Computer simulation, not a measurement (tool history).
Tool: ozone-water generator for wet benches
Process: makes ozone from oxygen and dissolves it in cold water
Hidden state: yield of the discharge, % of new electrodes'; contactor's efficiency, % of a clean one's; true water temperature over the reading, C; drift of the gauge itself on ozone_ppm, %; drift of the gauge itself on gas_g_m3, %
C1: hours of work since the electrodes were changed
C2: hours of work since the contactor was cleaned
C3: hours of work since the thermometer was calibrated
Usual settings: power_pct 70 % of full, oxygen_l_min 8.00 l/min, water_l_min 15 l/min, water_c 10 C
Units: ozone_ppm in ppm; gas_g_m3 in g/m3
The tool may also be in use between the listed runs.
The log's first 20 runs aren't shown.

{"run": 21, "day": 34.429, "power_pct": 70, "oxygen_l_min": 4.03, "water_l_min": 12, "water_c": 10, "C1": 1785, "C2": 6646, "C3": 4373, "ozone_ppm": 36.2, "gas_g_m3": 323.2}
{"run": 22, "day": 35.908, "power_pct": 72, "oxygen_l_min": 7.25, "water_l_min": 9, "water_c": 10, "C1": 1813, "C2": 6673, "C3": 4400, "ozone_ppm": 48.9, "gas_g_m3": 267.2}
{"run": 23, "day": 37.85, "power_pct": 85, "oxygen_l_min": 7.25, "water_l_min": 17, "water_c": 10, "C1": 1849, "C2": 6710, "C3": 4436, "ozone_ppm": 31.6, "gas_g_m3": 297.1}
{"run": 24, "day": 39.408, "power_pct": 70, "oxygen_l_min": 8.0, "water_l_min": 12, "water_c": 10, "C1": 1878, "C2": 6739, "C3": 4466, "ozone_ppm": 38.1, "gas_g_m3": 249.6}
{"run": 25, "day": 40.958, "power_pct": 70, "oxygen_l_min": 10.01, "water_l_min": 15, "water_c": 5, "C1": 1907, "C2": 6768, "C3": 4495, "ozone_ppm": 34.5, "gas_g_m3": 230.9}
{"run": 26, "day": 42.533, "power_pct": 58, "oxygen_l_min": 10.91, "water_l_min": 11, "water_c": 10, "C1": 1937, "C2": 6797, "C3": 4524, "ozone_ppm": 35.6, "gas_g_m3": 197.0}
{"run": 27, "day": 43.821, "power_pct": 70, "oxygen_l_min": 8.0, "water_l_min": 9, "water_c": 13, "C1": 1961, "C2": 6821, "C3": 4548, "ozone_ppm": 44.7, "gas_g_m3": 250.0}
{"run": 28, "day": 45.904, "power_pct": 70, "oxygen_l_min": 8.0, "water_l_min": 9, "water_c": 13, "C1": 2000, "C2": 6860, "C3": 4587, "ozone_ppm": 44.1, "gas_g_m3": 249.8}
{"run": 29, "day": 47.083, "power_pct": 70, "oxygen_l_min": 8.0, "water_l_min": 9, "water_c": 13, "C1": 2022, "C2": 6882, "C3": 4609, "ozone_ppm": 44.4, "gas_g_m3": 249.1}
{"run": 30, "day": 49.375, "power_pct": 70, "oxygen_l_min": 13.83, "water_l_min": 14, "water_c": 10, "C1": 2065, "C2": 6925, "C3": 4652, "ozone_ppm": 33.1, "gas_g_m3": 204.7}

4 ways to go on from here, each from the tool as it stands after run 30. What would each give?
{"run": "A", "day": 51.783, "power_pct": 78, "oxygen_l_min": 13.83, "water_l_min": 14, "water_c": 10, "C1": 2110, "C2": 6970, "C3": 4697, "ozone_ppm": "?", "gas_g_m3": "?"}
{"run": "B", "day": 51.783, "power_pct": 70, "oxygen_l_min": 11.96, "water_l_min": 14, "water_c": 10, "C1": 2110, "C2": 6970, "C3": 4697, "ozone_ppm": "?", "gas_g_m3": "?"}
{"run": "C", "day": 51.783, "power_pct": 98, "oxygen_l_min": 9.34, "water_l_min": 15, "water_c": 11, "C1": 2110, "C2": 6970, "C3": 4697, "ozone_ppm": "?", "gas_g_m3": "?"}
{"run": "D", "day": 51.783, "power_pct": 45, "oxygen_l_min": 10.57, "water_l_min": 14, "water_c": 10, "C1": 2110, "C2": 6970, "C3": 4697, "ozone_ppm": "?", "gas_g_m3": "?"}

run=A ozone_ppm=34.9 gas_g_m3=218.2
run=B ozone_ppm=33.6 gas_g_m3=215.7
run=C ozone_ppm=38.9 gas_g_m3=295.8
run=D ozone_ppm=24.3 gas_g_m3=164.0
Without the tool's hidden state the same runs would have given:
run=A ozone_ppm=40.4 gas_g_m3=234.3
run=B ozone_ppm=38.6 gas_g_m3=230.2
run=C ozone_ppm=45.6 gas_g_m3=320.9
run=D ozone_ppm=27.4 gas_g_m3=171.5
